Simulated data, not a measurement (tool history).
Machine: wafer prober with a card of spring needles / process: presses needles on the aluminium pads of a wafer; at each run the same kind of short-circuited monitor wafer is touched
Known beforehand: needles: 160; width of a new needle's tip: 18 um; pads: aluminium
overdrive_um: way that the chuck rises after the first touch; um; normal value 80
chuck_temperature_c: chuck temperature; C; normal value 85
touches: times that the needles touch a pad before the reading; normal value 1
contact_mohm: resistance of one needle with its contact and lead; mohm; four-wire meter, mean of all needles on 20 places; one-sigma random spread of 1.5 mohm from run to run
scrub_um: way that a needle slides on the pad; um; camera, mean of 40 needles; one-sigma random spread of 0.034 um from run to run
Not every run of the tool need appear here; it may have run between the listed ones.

run,day,overdrive_um,chuck_temperature_c,touches,contact_mohm,scrub_um
1,0,80,85,1,139,16.05
# day 0.258: tips cleaned on abrasive film
# day 0.583: tips cleaned on abrasive film
# day 0.842: tips cleaned on abrasive film
# day 1.162: tips cleaned on abrasive film
# day 1.483: tips cleaned on abrasive film
# day 1.808: tips cleaned on abrasive film
# day 2.129: tips cleaned on abrasive film
2,2.338,80,85,1,165,15.76
# day 2.404: tips cleaned on abrasive film
# day 2.662: tips cleaned on abrasive film
# day 2.921: tips cleaned on abrasive film
# day 3.246: tips cleaned on abrasive film
# day 3.567: tips cleaned on abrasive film
# day 3.888: tips cleaned on abrasive film
3,4.004,80,85,2,150,15.71
# day 4.2: tips cleaned on abrasive film
# day 4.525: tips cleaned on abrasive film
# day 4.846: tips cleaned on abrasive film
# day 5.104: tips cleaned on abrasive film
# day 5.308: height of the first contact set anew
# day 5.375: tips cleaned on abrasive film
# day 5.7: tips cleaned on abrasive film
# day 6.021: tips cleaned on abrasive film
4,6.121,80,85,1,155,16.35
# day 6.317: tips cleaned on abrasive film
# day 6.575: tips cleaned on abrasive film
# day 6.833: tips cleaned on abrasive film
# day 7.154: tips cleaned on abrasive film
# day 7.412: tips cleaned on abrasive film
# day 7.671: tips cleaned on abrasive film
# day 7.996: tips cleaned on abrasive film
# day 8.254: tips cleaned on abrasive film
# day 8.512: tips cleaned on abrasive film
5,8.554,80,85,1,147,16.17
# day 8.812: tips cleaned on abrasive film
# day 9.071: tips cleaned on abrasive film
# day 9.396: tips cleaned on abrasive film
# day 9.717: tips cleaned on abrasive film
6,9.838,80,94,1,164,16.03
# day 10.033: tips cleaned on abrasive film
# day 10.292: tips cleaned on abrasive film
# day 10.55: tips cleaned on abrasive film
# day 10.875: tips cleaned on abrasive film
# day 11.196: tips cleaned on abrasive film
# day 11.454: tips cleaned on abrasive film
# day 11.779: tips cleaned on abrasive film
# day 12.038: tips cleaned on abrasive film
7,12.05,83,65,2,135,16.48
# day 12.308: tips cleaned on abrasive film
# day 12.567: tips cleaned on abrasive film
# day 12.825: tips cleaned on abrasive film
# day 13.15: tips cleaned on abrasive film
# day 13.425: tips cleaned on abrasive film
8,13.425,89,78,3,135,17.63
# day 13.746: tips cleaned on abrasive film
# day 14.071: tips cleaned on abrasive film
# day 14.392: tips cleaned on abrasive film
# day 14.717: tips cleaned on abrasive film
# day 15.038: tips cleaned on abrasive film
# day 15.333: tips cleaned on abrasive film
9,15.333,80,63,2,135,15.6
# day 15.471: height of the first contact set anew
# day 15.604: tips cleaned on abrasive film
# day 15.925: tips cleaned on abrasive film
# day 16.25: tips cleaned on abrasive film
# day 16.571: tips cleaned on abrasive film
# day 16.829: tips cleaned on abrasive film
# day 17.154: tips cleaned on abrasive film
# day 17.412: tips cleaned on abrasive film
# day 17.733: tips cleaned on abrasive film
# day 18.054: tips cleaned on abrasive film
10,18.083,85,36,2,133,17.24
# day 18.346: tips cleaned on abrasive film
# day 18.604: tips cleaned on abrasive film
# day 18.925: tips cleaned on abrasive film
# day 19.246: tips cleaned on abrasive film
# day 19.571: tips cleaned on abrasive film
# day 19.829: tips cleaned on abrasive film
11,19.967,85,36,2,145,17.1
# day 20.1: tips cleaned on abrasive film
# day 20.421: tips cleaned on abrasive film
# day 20.742: tips cleaned on abrasive film
# day 21.067: tips cleaned on abrasive film
# day 21.388: tips cleaned on abrasive film
# day 21.712: tips cleaned on abrasive film
# day 22.033: tips cleaned on abrasive film
# day 22.354: tips cleaned on abrasive film
12,22.588,70,29,2,165,13.89

3 ways to go on from here, each from the tool as it stands after run 12. What would each give?
# day 22.654: tips cleaned on abrasive film
# day 22.979: tips cleaned on abrasive film
# day 23.238: tips cleaned on abrasive film
# day 23.558: tips cleaned on abrasive film
# day 23.879: tips cleaned on abrasive film
# day 24.142: tips cleaned on abrasive film
A,24.388,87,73,1,?,?
# day 22.654: tips cleaned on abrasive film
# day 22.979: tips cleaned on abrasive film
# day 23.238: tips cleaned on abrasive film
# day 23.558: tips cleaned on abrasive film
# day 23.879: tips cleaned on abrasive film
# day 24.142: tips cleaned on abrasive film
B,24.388,61,30,1,?,?
# day 22.654: tips cleaned on abrasive film
# day 22.979: tips cleaned on abrasive film
# day 23.238: tips cleaned on abrasive film
# day 23.558: tips cleaned on abrasive film
# day 23.879: tips cleaned on abrasive film
# day 24.142: tips cleaned on abrasive film
C,24.388,80,28,1,?,?

run,contact_mohm,scrub_um
A,173,17.3
B,212,11.86
C,171,15.79
Without the tool's unlogged condition, the same runs would have read:
run,contact_mohm,scrub_um
A,131,17.93
B,127,12.48
C,120,16.42

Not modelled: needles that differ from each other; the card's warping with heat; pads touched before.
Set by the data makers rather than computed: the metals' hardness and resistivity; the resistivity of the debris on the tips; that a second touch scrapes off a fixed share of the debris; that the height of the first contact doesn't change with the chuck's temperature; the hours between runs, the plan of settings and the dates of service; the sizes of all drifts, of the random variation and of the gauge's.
